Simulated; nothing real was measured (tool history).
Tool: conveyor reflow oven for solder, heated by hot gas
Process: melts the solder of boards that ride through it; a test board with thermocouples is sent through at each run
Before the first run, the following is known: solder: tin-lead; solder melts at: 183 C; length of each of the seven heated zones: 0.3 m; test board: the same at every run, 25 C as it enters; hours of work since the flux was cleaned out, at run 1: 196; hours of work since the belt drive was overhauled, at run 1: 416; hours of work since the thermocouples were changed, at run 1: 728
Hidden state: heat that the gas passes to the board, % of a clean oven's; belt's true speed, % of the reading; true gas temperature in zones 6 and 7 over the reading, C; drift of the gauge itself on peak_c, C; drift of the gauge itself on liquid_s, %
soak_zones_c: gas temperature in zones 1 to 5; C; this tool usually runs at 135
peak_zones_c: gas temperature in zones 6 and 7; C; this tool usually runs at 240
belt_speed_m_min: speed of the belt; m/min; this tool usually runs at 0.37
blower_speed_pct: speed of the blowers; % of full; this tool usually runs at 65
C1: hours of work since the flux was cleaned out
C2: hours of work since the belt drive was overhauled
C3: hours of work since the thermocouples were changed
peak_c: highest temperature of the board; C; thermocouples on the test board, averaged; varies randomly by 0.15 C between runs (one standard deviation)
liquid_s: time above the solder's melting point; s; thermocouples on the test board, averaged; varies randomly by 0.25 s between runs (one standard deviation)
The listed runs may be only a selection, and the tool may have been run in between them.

Run 1, hour 0: usual settings; C1 196; C2 416; C3 728. Result: peak_c 227.3 C, liquid_s 81.9 s.
Run 2, hour 9: usual settings; C1 203; C2 423; C3 734. Result: peak_c 227.2 C, liquid_s 82.2 s.
Run 3, hour 26.1: usual settings; C1 215; C2 435; C3 746. Result: peak_c 227.2 C, liquid_s 82 s.
Run 4, hour 43.9: usual settings; C1 227; C2 447; C3 759. Result: peak_c 226.9 C, liquid_s 81.9 s.
Run 5, hour 57: usual settings; C1 237; C2 457; C3 768. Result: peak_c 227.1 C, liquid_s 82.1 s.
Run 6, hour 72.5: usual settings; C1 248; C2 468; C3 779. Result: peak_c 227.2 C, liquid_s 82 s.
At hour 89.4: thermocouples of zones 6 and 7 changed.
Run 7, hour 92.2: usual settings but peak_zones_c 238 C; C1 260; C2 480; C3 2. Result: peak_c 223.7 C, liquid_s 79.3 s.
Run 8, hour 101.7: usual settings but soak_zones_c 144 C; C1 267; C2 487; C3 9. Result: peak_c 226.9 C, liquid_s 85.4 s.
Run 9, hour 117.7: usual settings but soak_zones_c 144 C; C1 278; C2 499; C3 20. Result: peak_c 227 C, liquid_s 85.7 s.
Run 10, hour 133.1: usual settings but soak_zones_c 138 C; C1 289; C2 509; C3 31. Result: peak_c 226.1 C, liquid_s 82.3 s.
Run 11, hour 143.4: usual settings but soak_zones_c 138 C; C1 297; C2 517; C3 38. Result: peak_c 225.9 C, liquid_s 82.2 s.
Run 12, hour 159: usual settings but blower_speed_pct 76 % of full; C1 308; C2 528; C3 49. Result: peak_c 228.1 C, liquid_s 83.3 s.
Run 13, hour 174.5: usual settings; C1 319; C2 539; C3 61. Result: peak_c 225.6 C, liquid_s 80.9 s.
Run 14, hour 188.2: usual settings but belt_speed_m_min 0.4 m/min; C1 329; C2 549; C3 70. Result: peak_c 222.7 C, liquid_s 72.3 s.
Run 15, hour 203.5: usual settings but belt_speed_m_min 0.4 m/min; C1 340; C2 560; C3 81. Result: peak_c 223.2 C, liquid_s 72.1 s.
Run 16, hour 211.8: usual settings but belt_speed_m_min 0.4 m/min; C1 345; C2 565; C3 87. Result: peak_c 223 C, liquid_s 72.4 s.
Run 17, hour 227: usual settings but belt_speed_m_min 0.4 m/min; C1 356; C2 576; C3 98. Result: peak_c 222.7 C, liquid_s 72.2 s.
Run 18, hour 237.5: usual settings but belt_speed_m_min 0.4 m/min; C1 364; C2 584; C3 105. Result: peak_c 222.9 C, liquid_s 71.9 s.
Run 19, hour 253.1: usual settings but belt_speed_m_min 0.4 m/min; C1 375; C2 595; C3 117. Result: peak_c 222.9 C, liquid_s 72.3 s.
Run 20, hour 270.8: usual settings but soak_zones_c 122 C, peak_zones_c 252 C, belt_speed_m_min 0.306 m/min, blower_speed_pct 62 % of full; C1 387; C2 607; C3 129. Result: peak_c 240.3 C, liquid_s 104.9 s.
Run 21, hour 286.3: usual settings but belt_speed_m_min 0.359 m/min, blower_speed_pct 50 % of full; C1 398; C2 618; C3 140. Result: peak_c 221.8 C, liquid_s 80 s.
Run 22, hour 295.3: usual settings but soak_zones_c 124 C, blower_speed_pct 58 % of full; C1 405; C2 625; C3 147. Result: peak_c 221.7 C, liquid_s 73.2 s.
Run 23, hour 310.9: usual settings but soak_zones_c 124 C, peak_zones_c 230 C, belt_speed_m_min 0.413 m/min, blower_speed_pct 55 % of full; C1 416; C2 636; C3 158. Result: peak_c 207.7 C, liquid_s 50.1 s.
Run 24, hour 319: usual settings but soak_zones_c 124 C, peak_zones_c 230 C, belt_speed_m_min 0.431 m/min, blower_speed_pct 79 % of full; C1 422; C2 642; C3 163. Result: peak_c 213 C, liquid_s 55.4 s.
Run 25, hour 334.3: usual settings but soak_zones_c 124 C, peak_zones_c 230 C, belt_speed_m_min 0.436 m/min, blower_speed_pct 52 % of full; C1 433; C2 653; C3 174. Result: peak_c 204.4 C, liquid_s 42.1 s.
At hour 351: flux residue cleaned out of gas plates and filters.
Run 26, hour 352.2: usual settings but soak_zones_c 132 C; C1 1; C2 662; C3 183. Result: peak_c 226.5 C, liquid_s 80.8 s.
Run 27, hour 360.6: usual settings but soak_zones_c 132 C; C1 7; C2 668; C3 189. Result: peak_c 226.5 C, liquid_s 81.4 s.
Run 28, hour 372.6: usual settings but soak_zones_c 132 C; C1 15; C2 676; C3 198. Result: peak_c 226.7 C, liquid_s 81.1 s.
Run 29, hour 384.9: usual settings but soak_zones_c 129 C, peak_zones_c 252 C, belt_speed_m_min 0.436 m/min, blower_speed_pct 85 % of full; C1 24; C2 685; C3 207. Result: peak_c 237 C, liquid_s 73.8 s.
Run 30, hour 396: usual settings but soak_zones_c 142 C, belt_speed_m_min 0.428 m/min, blower_speed_pct 70 % of full; C1 32; C2 693; C3 215. Result: peak_c 225.1 C, liquid_s 71.8 s.

What if the next run were any one of these 4? Each begins from the tool's condition after run 30:
Run A, hour 409.7: usual settings but soak_zones_c 142 C, peak_zones_c 243 C, belt_speed_m_min 0.331 m/min, blower_speed_pct 81 % of full; C1 42; C2 703; C3 224. Result: peak_c ?, liquid_s ?.
Run B, hour 409.7: usual settings but soak_zones_c 136 C, belt_speed_m_min 0.312 m/min; C1 42; C2 703; C3 224. Result: peak_c ?, liquid_s ?.
Run C, hour 409.7: usual settings but soak_zones_c 142 C, peak_zones_c 232 C, belt_speed_m_min 0.428 m/min, blower_speed_pct 70 % of full; C1 42; C2 703; C3 224. Result: peak_c ?, liquid_s ?.
Run D, hour 409.7: usual settings but peak_zones_c 238 C, belt_speed_m_min 0.334 m/min, blower_speed_pct 82 % of full; C1 42; C2 703; C3 224. Result: peak_c ?, liquid_s ?.

run  peak_c  liquid_s
  A   236.3       103
  B   231.4       103
  C   217.5      66.8
  D   230.8      95.3
The same runs, with their run-to-run variation unchanged, on a tool lacking any hidden condition would have given:
run  peak_c  liquid_s
  A     236       101
  B     231     100.9
  C   217.2      65.3
  D   230.5      93.4

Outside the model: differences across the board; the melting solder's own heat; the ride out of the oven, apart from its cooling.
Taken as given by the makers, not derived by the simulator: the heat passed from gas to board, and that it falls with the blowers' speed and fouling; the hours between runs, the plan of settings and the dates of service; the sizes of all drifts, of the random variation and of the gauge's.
